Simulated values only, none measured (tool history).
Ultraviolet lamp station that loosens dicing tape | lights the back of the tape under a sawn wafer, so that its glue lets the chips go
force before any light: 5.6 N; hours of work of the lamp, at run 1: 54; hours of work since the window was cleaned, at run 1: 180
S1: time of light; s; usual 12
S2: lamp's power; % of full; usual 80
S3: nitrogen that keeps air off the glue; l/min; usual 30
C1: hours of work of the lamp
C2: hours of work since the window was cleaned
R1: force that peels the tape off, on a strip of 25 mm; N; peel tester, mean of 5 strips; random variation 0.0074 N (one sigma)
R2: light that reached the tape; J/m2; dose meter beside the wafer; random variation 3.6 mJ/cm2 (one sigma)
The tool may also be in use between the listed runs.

| run | hour | S1 | S2 | S3 | C1 | C2 | R1 | R2 |
|---|---|---|---|---|---|---|---|---|
| 1 | 0.0 | 12 | 80 | 30 | 54 | 180 | 0.305 | 5650 |
| 2 | 10.1 | 12 | 80 | 30 | 59 | 185 | 0.312 | 5640 |
| 3 | 15.0 | 12 | 80 | 30 | 61 | 187 | 0.326 | 5580 |
| 4 | 20.9 | 12 | 80 | 30 | 64 | 190 | 0.310 | 5570 |
| 5 | 26.0 | 12 | 80 | 30 | 66 | 192 | 0.332 | 5600 |
| 6 | 31.7 | 12 | 80 | 30 | 69 | 195 | 0.315 | 5510 |
| 7 | 37.7 | 16 | 80 | 30 | 71 | 198 | 0.157 | 7460 |
| 8 | 46.1 | 16 | 80 | 30 | 75 | 201 | 0.169 | 7420 |
| 9 | 51.3 | 16 | 80 | 39 | 77 | 204 | 0.130 | 7420 |
| 10 | 59.1 | 16 | 80 | 39 | 81 | 207 | 0.136 | 7490 |
| 11 | 68.6 | 12 | 80 | 30 | 85 | 212 | 0.331 | 5530 |
| 12 | 78.9 | 12 | 96 | 30 | 90 | 216 | 0.212 | 6670 |
| 13 | 83.6 | 12 | 96 | 30 | 92 | 218 | 0.197 | 6650 |
| 14 | 92.4 | 12 | 80 | 30 | 96 | 222 | 0.324 | 5550 |
| 15 | 97.3 | 12 | 80 | 30 | 98 | 225 | 0.333 | 5530 |
| 16 | 107.0 | 12 | 80 | 30 | 103 | 229 | 0.319 | 5500 |
| 17 | 117.0 | 12 | 85 | 30 | 107 | 233 | 0.290 | 5860 |
| 18 | 121.6 | 12 | 85 | 30 | 109 | 235 | 0.296 | 5850 |
| 19 | 127.9 | 12 | 85 | 30 | 112 | 238 | 0.287 | 5770 |
| 20 | 137.2 | 12 | 85 | 30 | 116 | 243 | 0.289 | 5820 |
| 21 | 146.3 | 8 | 68 | 30 | 120 | 247 | 1.070 | 3130 |
| 22 | 156.5 | 12 | 64 | 11 | 125 | 251 | 1.052 | 4340 |
| 23 | 163.5 | 10 | 66 | 46 | 128 | 254 | 0.649 | 3690 |
| 24 | 169.7 | 10 | 66 | 46 | 131 | 257 | 0.630 | 3710 |
| 25 | 174.0 | 24 | 86 | 13 | 133 | 259 | 0.103 | 11670 |
| 26 | 179.6 | 24 | 86 | 13 | 135 | 262 | 0.104 | 11560 |
| 27 | 188.3 | 18 | 62 | 10 | 139 | 266 | 0.520 | 6260 |
| 28 | 195.6 | 12 | 62 | 13 | 143 | 269 | 1.013 | 4160 |
| 29 | 203.6 | 12 | 62 | 13 | 146 | 273 | 0.979 | 4190 |
| 30 | 210.6 | 7 | 77 | 10 | 150 | 276 | 1.690 | 2980 |
| 31 | 218.4 | 7 | 77 | 10 | 153 | 279 | 1.753 | 3020 |
| 32 | 224.2 | 7 | 77 | 10 | 156 | 282 | 1.710 | 2990 |
| 33 | 228.6 | 18 | 94 | 28 | 158 | 284 | 0.093 | 9410 |
| 34 | 234.1 | 7 | 95 | 28 | 160 | 286 | 0.809 | 3700 |
| 35 | 242.8 | 11 | 79 | 32 | 164 | 290 | 0.429 | 4820 |
| 36 | 248.6 | 20 | 80 | 31 | 167 | 293 | 0.098 | 8840 |
| 37 | 255.4 | 12 | 80 | 17 | 170 | 296 | 0.519 | 5330 |
| 38 | 265.0 | 17 | 80 | 30 | 174 | 300 | 0.137 | 7460 |
| 39 | 273.4 | 8 | 80 | 30 | 178 | 304 | 0.856 | 3490 |

The same runs without the tool's hidden state, with the same run-to-run variation:
The hidden state here: lamp's light, % of a new lamp's; light that the window lets through, % of a clean one's; drift of the gauge itself on peel_n, %; drift of the gauge itself on dose_mj_cm2, %.
| run | R1 | R2 |
|---|---|---|
| 1 | 0.263 | 5990 |
| 2 | 0.269 | 5990 |
| 3 | 0.280 | 5930 |
| 4 | 0.264 | 5930 |
| 5 | 0.283 | 5960 |
| 6 | 0.268 | 5890 |
| 7 | 0.134 | 7970 |
| 8 | 0.146 | 7940 |
| 9 | 0.111 | 7960 |
| 10 | 0.116 | 8040 |
| 11 | 0.276 | 5960 |
| 12 | 0.176 | 7200 |
| 13 | 0.160 | 7180 |
| 14 | 0.264 | 6000 |
| 15 | 0.272 | 5990 |
| 16 | 0.260 | 5980 |
| 17 | 0.234 | 6380 |
| 18 | 0.240 | 6370 |
| 19 | 0.230 | 6300 |
| 20 | 0.231 | 6360 |
| 21 | 0.917 | 3430 |
| 22 | 0.896 | 4770 |
| 23 | 0.531 | 4070 |
| 24 | 0.513 | 4090 |
| 25 | 0.088 | 12870 |
| 26 | 0.088 | 12770 |
| 27 | 0.413 | 6930 |
| 28 | 0.846 | 4610 |
| 29 | 0.814 | 4650 |
| 30 | 1.485 | 3320 |
| 31 | 1.538 | 3370 |
| 32 | 1.497 | 3340 |
| 33 | 0.078 | 10530 |
| 34 | 0.653 | 4140 |
| 35 | 0.326 | 5410 |
| 36 | 0.079 | 9930 |
| 37 | 0.397 | 5990 |
| 38 | 0.101 | 8410 |
| 39 | 0.681 | 3950 |

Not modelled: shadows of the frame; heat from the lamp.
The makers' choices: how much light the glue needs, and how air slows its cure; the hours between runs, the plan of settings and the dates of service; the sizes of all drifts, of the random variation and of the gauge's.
